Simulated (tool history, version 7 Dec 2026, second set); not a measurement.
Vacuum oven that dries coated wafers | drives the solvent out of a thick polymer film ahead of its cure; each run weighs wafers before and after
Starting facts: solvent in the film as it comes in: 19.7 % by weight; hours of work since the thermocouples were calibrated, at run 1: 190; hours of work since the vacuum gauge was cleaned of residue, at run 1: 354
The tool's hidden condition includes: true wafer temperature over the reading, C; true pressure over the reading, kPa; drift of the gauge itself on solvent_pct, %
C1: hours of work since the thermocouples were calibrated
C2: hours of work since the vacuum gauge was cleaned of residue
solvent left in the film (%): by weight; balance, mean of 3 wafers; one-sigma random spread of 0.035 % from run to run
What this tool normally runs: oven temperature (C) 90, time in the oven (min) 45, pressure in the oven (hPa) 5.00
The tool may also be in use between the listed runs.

{"run": 1, "hour": 0.0, "oven temperature (C)": 90, "time in the oven (min)": 45, "pressure in the oven (hPa)": 5.0, "C1": 190, "C2": 354, "solvent left in the film (%)": 2.04}
{"run": 2, "hour": 33.4, "oven temperature (C)": 90, "time in the oven (min)": 40, "pressure in the oven (hPa)": 5.0, "C1": 207, "C2": 372, "solvent left in the film (%)": 2.49}
{"run": 3, "hour": 52.0, "oven temperature (C)": 90, "time in the oven (min)": 45, "pressure in the oven (hPa)": 5.0, "C1": 217, "C2": 382, "solvent left in the film (%)": 2.03}
{"run": 4, "hour": 84.8, "oven temperature (C)": 85, "time in the oven (min)": 45, "pressure in the oven (hPa)": 5.0, "C1": 234, "C2": 399, "solvent left in the film (%)": 3.41}
{"run": 5, "hour": 108.4, "oven temperature (C)": 85, "time in the oven (min)": 45, "pressure in the oven (hPa)": 5.0, "C1": 247, "C2": 411, "solvent left in the film (%)": 3.51}
{"run": 6, "hour": 126.0, "oven temperature (C)": 85, "time in the oven (min)": 45, "pressure in the oven (hPa)": 5.0, "C1": 256, "C2": 421, "solvent left in the film (%)": 3.55}
{"run": 7, "hour": 157.6, "oven temperature (C)": 85, "time in the oven (min)": 45, "pressure in the oven (hPa)": 5.0, "C1": 272, "C2": 437, "solvent left in the film (%)": 3.47}
{"run": 8, "hour": 176.3, "oven temperature (C)": 85, "time in the oven (min)": 45, "pressure in the oven (hPa)": 5.0, "C1": 282, "C2": 447, "solvent left in the film (%)": 3.47}
{"run": 9, "hour": 204.2, "oven temperature (C)": 85, "time in the oven (min)": 45, "pressure in the oven (hPa)": 5.0, "C1": 297, "C2": 462, "solvent left in the film (%)": 3.46}
{"run": 10, "hour": 230.6, "oven temperature (C)": 85, "time in the oven (min)": 45, "pressure in the oven (hPa)": 5.0, "C1": 311, "C2": 475, "solvent left in the film (%)": 3.52}
{"run": 11, "hour": 262.1, "oven temperature (C)": 85, "time in the oven (min)": 45, "pressure in the oven (hPa)": 5.0, "C1": 327, "C2": 492, "solvent left in the film (%)": 3.52}
{"run": 12, "hour": 292.4, "oven temperature (C)": 90, "time in the oven (min)": 45, "pressure in the oven (hPa)": 5.29, "C1": 343, "C2": 508, "solvent left in the film (%)": 2.08}
{"run": 13, "hour": 312.0, "oven temperature (C)": 90, "time in the oven (min)": 45, "pressure in the oven (hPa)": 5.29, "C1": 354, "C2": 518, "solvent left in the film (%)": 2.1}
{"run": 14, "hour": 338.5, "oven temperature (C)": 89, "time in the oven (min)": 45, "pressure in the oven (hPa)": 5.29, "C1": 367, "C2": 532, "solvent left in the film (%)": 2.32}
{"run": 15, "hour": 369.3, "oven temperature (C)": 93, "time in the oven (min)": 45, "pressure in the oven (hPa)": 5.29, "C1": 384, "C2": 548, "solvent left in the film (%)": 1.49}
{"run": 16, "hour": 389.1, "oven temperature (C)": 93, "time in the oven (min)": 45, "pressure in the oven (hPa)": 5.29, "C1": 394, "C2": 559, "solvent left in the film (%)": 1.53}
{"run": 17, "hour": 424.4, "oven temperature (C)": 94, "time in the oven (min)": 51, "pressure in the oven (hPa)": 5.0, "C1": 413, "C2": 577, "solvent left in the film (%)": 1.08}
{"run": 18, "hour": 439.4, "oven temperature (C)": 94, "time in the oven (min)": 47, "pressure in the oven (hPa)": 11.01, "C1": 420, "C2": 585, "solvent left in the film (%)": 1.51}
{"run": 19, "hour": 455.6, "oven temperature (C)": 88, "time in the oven (min)": 50, "pressure in the oven (hPa)": 9.75, "C1": 429, "C2": 594, "solvent left in the film (%)": 2.45}
{"run": 20, "hour": 472.5, "oven temperature (C)": 88, "time in the oven (min)": 50, "pressure in the oven (hPa)": 9.75, "C1": 438, "C2": 602, "solvent left in the film (%)": 2.52}
{"run": 21, "hour": 502.0, "oven temperature (C)": 86, "time in the oven (min)": 57, "pressure in the oven (hPa)": 5.0, "C1": 453, "C2": 618, "solvent left in the film (%)": 2.28}
{"run": 22, "hour": 532.6, "oven temperature (C)": 90, "time in the oven (min)": 45, "pressure in the oven (hPa)": 9.0, "C1": 469, "C2": 634, "solvent left in the film (%)": 2.3}
{"run": 23, "hour": 567.7, "oven temperature (C)": 90, "time in the oven (min)": 45, "pressure in the oven (hPa)": 9.0, "C1": 488, "C2": 653, "solvent left in the film (%)": 2.4}
{"run": 24, "hour": 593.4, "oven temperature (C)": 82, "time in the oven (min)": 45, "pressure in the oven (hPa)": 4.97, "C1": 501, "C2": 666, "solvent left in the film (%)": 4.66}
{"run": 25, "hour": 614.6, "oven temperature (C)": 75, "time in the oven (min)": 24, "pressure in the oven (hPa)": 4.05, "C1": 512, "C2": 677, "solvent left in the film (%)": 10.52}
{"run": 26, "hour": 649.5, "oven temperature (C)": 75, "time in the oven (min)": 24, "pressure in the oven (hPa)": 4.05, "C1": 531, "C2": 695, "solvent left in the film (%)": 10.39}
{"run": 27, "hour": 685.0, "oven temperature (C)": 78, "time in the oven (min)": 32, "pressure in the oven (hPa)": 15.45, "C1": 549, "C2": 714, "solvent left in the film (%)": 8.66}
{"run": 28, "hour": 721.1, "oven temperature (C)": 103, "time in the oven (min)": 36, "pressure in the oven (hPa)": 5.0, "C1": 568, "C2": 733, "solvent left in the film (%)": 0.66}
{"run": 29, "hour": 752.3, "oven temperature (C)": 103, "time in the oven (min)": 36, "pressure in the oven (hPa)": 5.0, "C1": 585, "C2": 749, "solvent left in the film (%)": 0.71}

Here are 4 independent what-if runs from the current tool condition. What would each one return?
{"run": "A", "hour": 784.9, "oven temperature (C)": 90, "time in the oven (min)": 45, "pressure in the oven (hPa)": 8.96, "C1": 602, "C2": 767, "solvent left in the film (%)": "?"}
{"run": "B", "hour": 784.9, "oven temperature (C)": 84, "time in the oven (min)": 45, "pressure in the oven (hPa)": 3.22, "C1": 602, "C2": 767, "solvent left in the film (%)": "?"}
{"run": "C", "hour": 784.9, "oven temperature (C)": 100, "time in the oven (min)": 55, "pressure in the oven (hPa)": 6.7, "C1": 602, "C2": 767, "solvent left in the film (%)": "?"}
{"run": "D", "hour": 784.9, "oven temperature (C)": 89, "time in the oven (min)": 60, "pressure in the oven (hPa)": 12.84, "C1": 602, "C2": 767, "solvent left in the film (%)": "?"}

run=A solvent_left_in_the_film_(%)=2.41
run=B solvent_left_in_the_film_(%)=3.87
run=C solvent_left_in_the_film_(%)=0.50
run=D solvent_left_in_the_film_(%)=1.95
With the hidden condition removed and each run's random variation left untouched, the same runs would have given:
run=A solvent_left_in_the_film_(%)=2.09
run=B solvent_left_in_the_film_(%)=3.47
run=C solvent_left_in_the_film_(%)=0.35
run=D solvent_left_in_the_film_(%)=1.65
